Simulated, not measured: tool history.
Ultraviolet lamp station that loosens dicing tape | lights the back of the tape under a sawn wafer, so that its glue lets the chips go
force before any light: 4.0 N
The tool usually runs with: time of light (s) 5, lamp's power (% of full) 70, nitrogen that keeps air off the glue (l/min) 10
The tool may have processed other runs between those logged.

| run | hour | time of light (s) | lamp's power (% of full) | nitrogen that keeps air off the glue (l/min) | force that peels the tape off (N) | light that reached the tape (J/m2) |
|---|---|---|---|---|---|---|
| 1 | 0 | 5 | 70 | 10 | 0.555 | 2060 |
| 2 | 29 | 5 | 70 | 10 | 0.567 | 1940 |
| 3 | 54.2 | 5 | 70 | 10 | 0.585 | 1950 |
| 4 | 92.8 | 5 | 70 | 10 | 0.582 | 1940 |
| 5 | 119.1 | 5 | 70 | 10 | 0.592 | 1870 |
| 6 | 155.9 | 5 | 70 | 14 | 0.515 | 1850 |
| 7 | 198.8 | 5 | 70 | 14 | 0.542 | 1800 |
| 8 | 244.3 | 5 | 70 | 14 | 0.543 | 1770 |
| 9 | 289.5 | 5 | 70 | 14 | 0.532 | 1780 |
| 10 | 318.1 | 5 | 70 | 10 | 0.679 | 1730 |
|  | 340.1 | window cleaned of glue's vapour |
| 11 | 354.9 | 4 | 70 | 10 | 0.742 | 1530 |
| 12 | 388.2 | 4 | 70 | 10 | 0.782 | 1540 |
| 13 | 416 | 5 | 99 | 10 | 0.36 | 2650 |
| 14 | 454.6 | 5 | 99 | 10 | 0.365 | 2690 |
| 15 | 475.5 | 5 | 99 | 3 | 0.7 | 2610 |
| 16 | 512.8 | 5 | 99 | 3 | 0.74 | 2620 |
| 17 | 540.9 | 5 | 99 | 3 | 0.756 | 2530 |
| 18 | 579.9 | 5 | 99 | 3 | 0.803 | 2500 |
| 19 | 620.5 | 5 | 70 | 10 | 0.661 | 1750 |
| 20 | 661.3 | 5 | 70 | 10 | 0.68 | 1730 |
| 21 | 689.7 | 5 | 70 | 10 | 0.682 | 1720 |
| 22 | 727.2 | 2 | 95 | 10 | 1.432 | 910 |
| 23 | 769.8 | 2 | 95 | 10 | 1.539 | 900 |
| 24 | 808.8 | 2 | 95 | 10 | 1.487 | 910 |
| 25 | 839.9 | 2 | 95 | 10 | 1.507 | 860 |
| 26 | 877.8 | 2 | 95 | 10 | 1.558 | 830 |
| 27 | 913.6 | 2 | 95 | 10 | 1.622 | 840 |
| 28 | 932.7 | 4 | 67 | 10 | 1.123 | 1150 |
| 29 | 975.1 | 4 | 67 | 10 | 1.197 | 1130 |
| 30 | 997.4 | 6 | 94 | 10 | 0.434 | 2320 |
| 31 | 1022.1 | 6 | 94 | 10 | 0.444 | 2330 |
| 32 | 1063.3 | 6 | 94 | 10 | 0.447 | 2240 |
| 33 | 1085.9 | 2 | 85 | 8 | 2.032 | 660 |
| 34 | 1107.2 | 5 | 65 | 16 | 0.839 | 1290 |
| 35 | 1148.5 | 5 | 65 | 4 | 1.508 | 1270 |
|  | 1176.2 | window cleaned of glue's vapour |
| 36 | 1178.5 | 4 | 69 | 11 | 1.069 | 1220 |
| 37 | 1212.7 | 4 | 69 | 11 | 1.109 | 1160 |
| 38 | 1257.4 | 5 | 78 | 4 | 1.174 | 1680 |
| 39 | 1278.4 | 9 | 70 | 10 | 0.378 | 2610 |
| 40 | 1317.6 | 3 | 70 | 20 | 1.229 | 830 |
| 41 | 1353.1 | 4 | 72 | 10 | 1.14 | 1170 |
| 42 | 1376.8 | 4 | 83 | 16 | 0.798 | 1310 |

Here are 4 independent what-if runs from the current tool condition. What would each one return?
|  | 1396.5 | lamp changed |
| A | 1421.2 | 4 | 70 | 15 | ? | ? |
|  | 1396.5 | lamp changed |
| B | 1421.2 | 5 | 62 | 12 | ? | ? |
|  | 1396.5 | lamp changed |
| C | 1421.2 | 9 | 65 | 10 | ? | ? |
|  | 1396.5 | lamp changed |
| D | 1421.2 | 9 | 70 | 16 | ? | ? |

| run | force that peels the tape off (N) | light that reached the tape (J/m2) |
|---|---|---|
| A | 0.454 | 1970 |
| B | 0.439 | 2150 |
| C | 0.246 | 4060 |
| D | 0.223 | 4360 |
Without the tool's hidden state the same runs would have given:
| run | force that peels the tape off (N) | light that reached the tape (J/m2) |
|---|---|---|
| A | 0.414 | 2110 |
| B | 0.401 | 2300 |
| C | 0.238 | 4330 |
| D | 0.221 | 4660 |
